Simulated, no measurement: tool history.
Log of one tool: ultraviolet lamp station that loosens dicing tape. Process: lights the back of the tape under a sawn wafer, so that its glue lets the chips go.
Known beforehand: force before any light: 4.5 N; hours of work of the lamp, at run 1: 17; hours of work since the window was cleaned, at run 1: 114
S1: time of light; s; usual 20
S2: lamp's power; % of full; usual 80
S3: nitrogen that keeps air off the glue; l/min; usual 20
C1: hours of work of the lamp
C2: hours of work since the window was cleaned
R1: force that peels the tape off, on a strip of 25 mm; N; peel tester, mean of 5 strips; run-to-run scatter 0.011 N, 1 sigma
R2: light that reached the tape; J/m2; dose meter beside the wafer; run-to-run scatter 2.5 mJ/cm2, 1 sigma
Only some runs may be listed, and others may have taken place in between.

run	hour	S1	S2	S3	C1	C2	R1	R2
1	0.0	20	80	20	17	114	0.461	3090
2	24.4	20	80	20	30	127	0.451	3110
3	77.3	20	80	20	60	157	0.451	3160
4	101.1	20	80	20	73	170	0.457	3050
5	135.5	20	80	20	92	189	0.467	3110
6	178.3	20	80	31	116	213	0.361	3120
7	235.6	20	80	8	148	245	0.823	3070
8	270.2	20	80	8	167	264	0.792	3110
9	295.5	20	80	8	181	278	0.848	3140
# hour 350.2: window cleaned of glue's vapour
10	350.2	20	80	8	211	0	0.821	3120
11	400.7	20	80	8	240	28	0.792	3150
12	451.0	20	80	20	268	56	0.485	3150
13	484.2	20	80	20	286	75	0.480	3100
14	533.3	20	80	20	313	102	0.467	3130
15	565.5	14	83	9	331	120	1.183	2240
16	610.8	23	72	8	357	145	0.763	3250
17	663.5	23	75	24	386	174	0.382	3360
18	703.5	31	99	31	408	197	0.121	5940
19	737.0	15	61	31	427	215	1.005	1800
20	787.4	15	61	31	455	243	0.941	1800
21	844.4	16	65	7	487	275	1.548	2020
22	887.1	13	78	7	510	299	1.580	1960
# hour 905.2: window cleaned of glue's vapour
23	917.7	13	78	7	527	7	1.501	1970
24	956.2	20	80	11	549	28	0.677	3100
25	1006.2	20	80	11	576	56	0.664	3090

What if the next run were any one of these 5? Each begins from the tool's condition after run 25:
A	1045.4	12	97	15	598	78	?	?
B	1045.4	28	99	13	598	78	?	?
C	1045.4	39	80	20	598	78	?	?
D	1045.4	15	70	13	598	78	?	?
E	1045.4	20	78	11	598	78	?	?

run	R1	R2
A	0.960	2280
B	0.215	5460
C	0.139	6140
D	1.153	2070
E	0.687	3030
Without the tool's hidden state the same runs would have given:
run	R1	R2
A	0.958	2280
B	0.214	5470
C	0.139	6140
D	1.151	2070
E	0.686	3030
